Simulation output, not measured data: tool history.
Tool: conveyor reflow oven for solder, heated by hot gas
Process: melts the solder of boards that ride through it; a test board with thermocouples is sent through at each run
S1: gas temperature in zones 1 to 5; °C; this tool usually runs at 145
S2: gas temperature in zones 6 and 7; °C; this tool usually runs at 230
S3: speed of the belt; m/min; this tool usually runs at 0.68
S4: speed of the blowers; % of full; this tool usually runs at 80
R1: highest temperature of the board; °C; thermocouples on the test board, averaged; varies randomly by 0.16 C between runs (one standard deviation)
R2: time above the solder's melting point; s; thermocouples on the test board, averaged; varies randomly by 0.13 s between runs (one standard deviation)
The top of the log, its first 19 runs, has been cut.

{"run": 20, "day": 7.342, "S1": 138, "S2": 230, "S3": 0.563, "S4": 80, "R1": 217.6, "R2": 65.2}
{"run": 21, "day": 7.621, "S1": 138, "S2": 230, "S3": 0.563, "S4": 80, "R1": 217.5, "R2": 65.1}
{"run": 22, "day": 8.017, "S1": 138, "S2": 241, "S3": 0.563, "S4": 80, "R1": 227.2, "R2": 71.7}
{"run": 23, "day": 8.242, "S1": 159, "S2": 230, "S3": 0.649, "S4": 57, "R1": 211.6, "R2": 57.9}
{"day": 8.921, "done": "flux residue cleaned out of gas plates and filters"}
{"run": 24, "day": 8.975, "S1": 159, "S2": 230, "S3": 0.649, "S4": 57, "R1": 214.2, "R2": 61.1}
{"run": 25, "day": 9.508, "S1": 130, "S2": 237, "S3": 0.603, "S4": 51, "R1": 213, "R2": 52.3}
{"run": 26, "day": 9.842, "S1": 132, "S2": 222, "S3": 0.603, "S4": 51, "R1": 201.4, "R2": 39.7}
{"run": 27, "day": 10.267, "S1": 159, "S2": 242, "S3": 0.68, "S4": 80, "R1": 229.1, "R2": 67.4}
{"run": 28, "day": 10.671, "S1": 139, "S2": 223, "S3": 0.604, "S4": 72, "R1": 210.9, "R2": 55.2}
{"run": 29, "day": 10.958, "S1": 144, "S2": 233, "S3": 0.586, "S4": 75, "R1": 221.4, "R2": 68}
{"run": 30, "day": 11.296, "S1": 144, "S2": 233, "S3": 0.586, "S4": 75, "R1": 221.5, "R2": 68}
{"run": 31, "day": 11.575, "S1": 144, "S2": 233, "S3": 0.712, "S4": 70, "R1": 214.6, "R2": 50}
{"run": 32, "day": 12.042, "S1": 138, "S2": 230, "S3": 0.68, "S4": 61, "R1": 209.4, "R2": 45.1}

Forecast each of these 3 alternatives for the next run:
{"run": "A", "day": 12.538, "S1": 135, "S2": 230, "S3": 0.68, "S4": 61, "R1": "?", "R2": "?"}
{"run": "B", "day": 12.538, "S1": 145, "S2": 226, "S3": 0.63, "S4": 73, "R1": "?", "R2": "?"}
{"run": "C", "day": 12.538, "S1": 145, "S2": 230, "S3": 0.561, "S4": 80, "R1": "?", "R2": "?"}

run=A R1=208.6 R2=43.6
run=B R1=213.3 R2=57.1
run=C R1=221.1 R2=71.7
Without the tool's hidden state the same runs would have given:
run=A R1=208.6 R2=43.5
run=B R1=213.2 R2=56.9
run=C R1=220.9 R2=71.3
